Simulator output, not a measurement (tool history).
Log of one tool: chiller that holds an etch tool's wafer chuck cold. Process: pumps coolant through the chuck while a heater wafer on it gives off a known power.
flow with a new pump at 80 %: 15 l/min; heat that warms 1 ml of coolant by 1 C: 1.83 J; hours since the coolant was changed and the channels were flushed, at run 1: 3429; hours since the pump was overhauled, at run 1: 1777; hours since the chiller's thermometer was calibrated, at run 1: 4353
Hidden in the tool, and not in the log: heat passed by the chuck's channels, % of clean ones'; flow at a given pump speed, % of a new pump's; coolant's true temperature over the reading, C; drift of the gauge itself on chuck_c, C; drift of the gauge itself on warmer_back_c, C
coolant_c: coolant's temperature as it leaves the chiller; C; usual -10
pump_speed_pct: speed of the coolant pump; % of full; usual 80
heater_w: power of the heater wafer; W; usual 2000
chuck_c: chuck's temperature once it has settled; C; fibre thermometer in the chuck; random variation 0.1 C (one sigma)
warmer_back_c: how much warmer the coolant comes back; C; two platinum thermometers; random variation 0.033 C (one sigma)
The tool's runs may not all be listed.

run,hour,coolant_c,pump_speed_pct,heater_w,hours since the coolant was changed and the channels were flushed,hours since the pump was overhauled,hours since the chiller's thermometer was calibrated,chuck_c,warmer_back_c
1,0.0,-10,80,2000,3429,1777,4353,3.3,4.56
2,67.9,-10,80,2000,3497,1845,4421,3.2,4.55
3,124.3,-10,80,2000,3554,1901,4478,3.2,4.50
4,180.1,-10,80,2000,3610,1957,4534,3.4,4.53
5,232.3,-10,80,2864,3662,2009,4586,8.9,6.58
6,280.4,-10,80,2864,3710,2057,4634,8.8,6.51
7,344.1,-19,80,2864,3774,2121,4697,-0.2,6.60
8,381.2,-19,80,2864,3811,2158,4735,-0.2,6.60
9,420.6,-19,80,2864,3850,2197,4774,0.0,6.60
10,479.4,-10,80,2000,3909,2256,4833,3.4,4.57
# hour 540.8: chiller's thermometer calibrated
11,543.8,-10,80,2000,3972,2320,3,3.0,4.59
12,590.6,-10,80,2000,4019,2366,50,2.8,4.62
13,639.9,-10,80,2000,4068,2416,99,3.0,4.72
14,673.1,-10,80,2000,4102,2449,132,2.9,4.59
15,720.4,-2,97,2000,4149,2496,180,9.1,3.80
16,753.0,-16,76,2299,4181,2529,212,-0.5,5.69
17,798.0,-15,76,1285,4227,2574,257,-6.1,3.17
18,857.7,-15,76,1285,4286,2634,317,-6.3,3.09
19,889.9,-15,76,1285,4318,2666,349,-6.1,3.19
20,937.3,-14,79,2000,4366,2713,396,-0.8,4.74
21,976.3,-6,80,2221,4405,2752,435,8.6,5.14
22,1037.2,-7,67,2343,4466,2813,496,10.7,6.69
23,1093.9,-13,80,2000,4522,2870,553,0.3,4.65
24,1139.7,-13,80,2000,4568,2916,599,0.2,4.69
25,1199.6,-10,80,2000,4628,2975,659,3.3,4.70
26,1262.9,-10,80,2000,4691,3039,722,3.4,4.70
27,1327.0,-10,86,2000,4755,3103,786,2.5,4.35

Forecast each of these 4 alternatives for the next run:
A,1384.1,-20,86,1308,4813,3160,843,?,?
B,1384.1,-18,93,2669,4813,3160,843,?,?
C,1384.1,-10,80,1039,4813,3160,843,?,?
D,1384.1,-5,86,1468,4813,3160,843,?,?

run,chuck_c,warmer_back_c
A,-11.6,2.87
B,-2.3,5.35
C,-2.8,2.44
D,4.3,3.21
Without the tool's hidden state the same runs would have given:
run,chuck_c,warmer_back_c
A,-12.9,2.66
B,-4.4,4.97
C,-3.9,2.27
D,2.9,2.98
